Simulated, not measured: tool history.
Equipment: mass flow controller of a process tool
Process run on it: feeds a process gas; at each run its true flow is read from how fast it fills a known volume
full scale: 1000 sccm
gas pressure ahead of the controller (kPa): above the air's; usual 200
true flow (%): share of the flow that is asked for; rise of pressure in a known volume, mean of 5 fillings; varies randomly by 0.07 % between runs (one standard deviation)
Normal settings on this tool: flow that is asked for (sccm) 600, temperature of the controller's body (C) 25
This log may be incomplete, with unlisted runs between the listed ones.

run	hour	flow that is asked for (sccm)	gas pressure ahead of the controller (kPa)	temperature of the controller's body (C)	true flow (%)
1	0	600	200	25	100.31
2	153.9	600	200	25	100.4
3	364.2	600	200	25	100.51
4	486	600	200	25	100.45
5	728.9	234	200	25	100.81
6	900.7	600	200	25	100.67
7	1016.6	600	200	25	100.67
8	1263.2	600	200	25	100.79
9	1451.7	600	200	25	100.84
# hour 1464: controller's zero set anew
10	1621.1	143	200	25	103.96
11	1791.3	600	200	25	101.38
12	1966.3	275	189	21	102.4
# hour 1985.4: controller's zero set anew, once more
13	2198.4	600	200	22	100.39
14	2315.7	869	239	28	100.55
15	2578.4	132	199	25	99.27
16	2840.9	414	199	25	99.85
17	3012.6	242	274	25	99.07
18	3279.5	242	274	25	99.2
19	3555.4	242	274	25	99.47
20	3791.8	644	153	39	99.68
21	3940.6	644	153	39	99.77
22	4101.1	644	153	39	99.84

Selected run-to-run steps in true flow (%), each split into two signed amounts: the part the tool would show with no hidden state at all (from settings, incoming material and random variation), and the remainder, which goes to the hidden state together with any gauge scatter not common to the measured and the hidden-state-free results:
Hidden state present: flow at rest that the sensor doesn't see, % of full scale; true flow over the shown one, %; drift of the gauge itself on true_pct, %.
Run 9 -> 10: flow that is asked for (sccm) 600 -> 143, controller's zero set anew. true flow (%) +3.12: hidden state +4.56, all else -1.44.
Run 10 -> 11: flow that is asked for (sccm) 143 -> 600. true flow (%) -2.58: hidden state -4.19, all else +1.61.

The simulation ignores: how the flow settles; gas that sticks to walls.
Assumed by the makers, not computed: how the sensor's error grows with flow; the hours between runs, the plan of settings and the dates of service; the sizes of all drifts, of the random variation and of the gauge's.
